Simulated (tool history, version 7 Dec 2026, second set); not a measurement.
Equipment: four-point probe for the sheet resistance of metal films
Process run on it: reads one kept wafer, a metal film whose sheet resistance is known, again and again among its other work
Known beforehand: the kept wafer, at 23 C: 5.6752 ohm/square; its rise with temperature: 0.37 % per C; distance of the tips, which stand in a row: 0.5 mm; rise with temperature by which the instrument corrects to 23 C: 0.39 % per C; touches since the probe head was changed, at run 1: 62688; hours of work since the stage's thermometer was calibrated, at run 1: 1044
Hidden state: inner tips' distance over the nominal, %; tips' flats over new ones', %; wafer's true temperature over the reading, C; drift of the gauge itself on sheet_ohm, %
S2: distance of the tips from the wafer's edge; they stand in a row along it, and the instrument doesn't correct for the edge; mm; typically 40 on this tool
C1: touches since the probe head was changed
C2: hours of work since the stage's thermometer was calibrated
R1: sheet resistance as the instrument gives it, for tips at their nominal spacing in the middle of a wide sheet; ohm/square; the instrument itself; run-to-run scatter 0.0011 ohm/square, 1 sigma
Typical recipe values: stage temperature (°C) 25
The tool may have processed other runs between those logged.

run 1 day=0.000 | stage_temperature_(°C)=25 S2=40 | C1=62688 C2=1044 | R1=5.680804
run 2 day=2.142 | stage_temperature_(°C)=25 S2=7 | C1=64686 C2=1078 | R1=5.698294
run 3 day=6.146 | stage_temperature_(°C)=25 S2=40 | C1=68425 C2=1140 | R1=5.685317
run 4 day=9.404 | stage_temperature_(°C)=25 S2=40 | C1=71466 C2=1191 | R1=5.687349
-- day=10.758 new probe head fitted
run 5 day=13.588 | stage_temperature_(°C)=25 S2=40 | C1=2640 C2=1255 | R1=5.698131
run 6 day=16.275 | stage_temperature_(°C)=25 S2=40 | C1=5152 C2=1297 | R1=5.697929
run 7 day=18.954 | stage_temperature_(°C)=25 S2=40 | C1=7652 C2=1339 | R1=5.700073
run 8 day=21.267 | stage_temperature_(°C)=25 S2=40 | C1=9810 C2=1374 | R1=5.702702
run 9 day=24.888 | stage_temperature_(°C)=25 S2=40 | C1=13192 C2=1431 | R1=5.705153
run 10 day=28.367 | stage_temperature_(°C)=25 S2=40 | C1=16439 C2=1485 | R1=5.706875
run 11 day=32.300 | stage_temperature_(°C)=25 S2=40 | C1=20110 C2=1546 | R1=5.710310
run 12 day=35.217 | stage_temperature_(°C)=25 S2=38 | C1=22833 C2=1591 | R1=5.712922
run 13 day=38.642 | stage_temperature_(°C)=25 S2=38 | C1=26031 C2=1645 | R1=5.714374
run 14 day=41.492 | stage_temperature_(°C)=25 S2=38 | C1=28692 C2=1689 | R1=5.714288
run 15 day=43.258 | stage_temperature_(°C)=25 S2=38 | C1=30339 C2=1717 | R1=5.717327
run 16 day=47.058 | stage_temperature_(°C)=26 S2=5 | C1=33886 C2=1776 | R1=5.745997
run 17 day=50.217 | stage_temperature_(°C)=26 S2=6 | C1=36835 C2=1825 | R1=5.742588
run 18 day=54.362 | stage_temperature_(°C)=19 S2=40 | C1=40707 C2=1889 | R1=5.730060
run 19 day=57.942 | stage_temperature_(°C)=19 S2=40 | C1=44049 C2=1945 | R1=5.732589
run 20 day=60.762 | stage_temperature_(°C)=30 S2=5 | C1=46680 C2=1989 | R1=5.753878
run 21 day=62.621 | stage_temperature_(°C)=21 S2=16 | C1=48416 C2=2018 | R1=5.736435

Run 22 comes next. What will it give?
run 22 day=65.554 | stage_temperature_(°C)=20 S2=28 | C1=51156 C2=2063 | R1=?

R1: 5.736795 ohm/square
With no hidden state in the tool, this same run would have given R1 5.678799 ohm/square.

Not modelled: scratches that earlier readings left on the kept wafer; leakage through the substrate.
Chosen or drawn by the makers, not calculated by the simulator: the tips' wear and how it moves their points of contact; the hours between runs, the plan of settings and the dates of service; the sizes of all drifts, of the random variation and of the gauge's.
